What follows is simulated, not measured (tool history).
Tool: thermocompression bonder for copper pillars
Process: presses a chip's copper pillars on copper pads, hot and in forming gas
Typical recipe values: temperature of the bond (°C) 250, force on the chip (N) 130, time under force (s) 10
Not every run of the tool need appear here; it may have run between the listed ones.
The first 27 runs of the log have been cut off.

run,hour,temperature of the bond (°C),force on the chip (N),time under force (s),force that shears a chip off (N)
# hour 244.3: heater calibrated with a thermocouple chip
28,252.8,252,84,9,35.1
29,261.5,225,88,15,32.5
30,267.7,268,115,19,68.3
31,279.3,268,115,19,67.3
32,286.3,250,114,8,40.4
# hour 295.8: heater calibrated with a thermocouple chip, once more
33,301.3,245,80,17,41.8
34,309.8,247,80,5,25.8
35,317.2,247,80,5,24.2
36,329,242,157,23,71.4
37,338.2,236,185,5,42.4
38,348,236,83,5,22.8
39,355.1,262,138,12,61.9
40,367.9,266,86,6,35

Below are 3 alternative next runs, each starting from the tool's condition after run 40. Predict each:
A,377.7,256,130,11,?
B,377.7,228,130,6,?
C,377.7,232,83,10,?

run,force that shears a chip off (N)
A,54.1
B,31.3
C,28.5
With the hidden condition removed and each run's random variation left untouched, the same runs would have given:
run,force that shears a chip off (N)
A,58.4
B,33.7
C,30.7
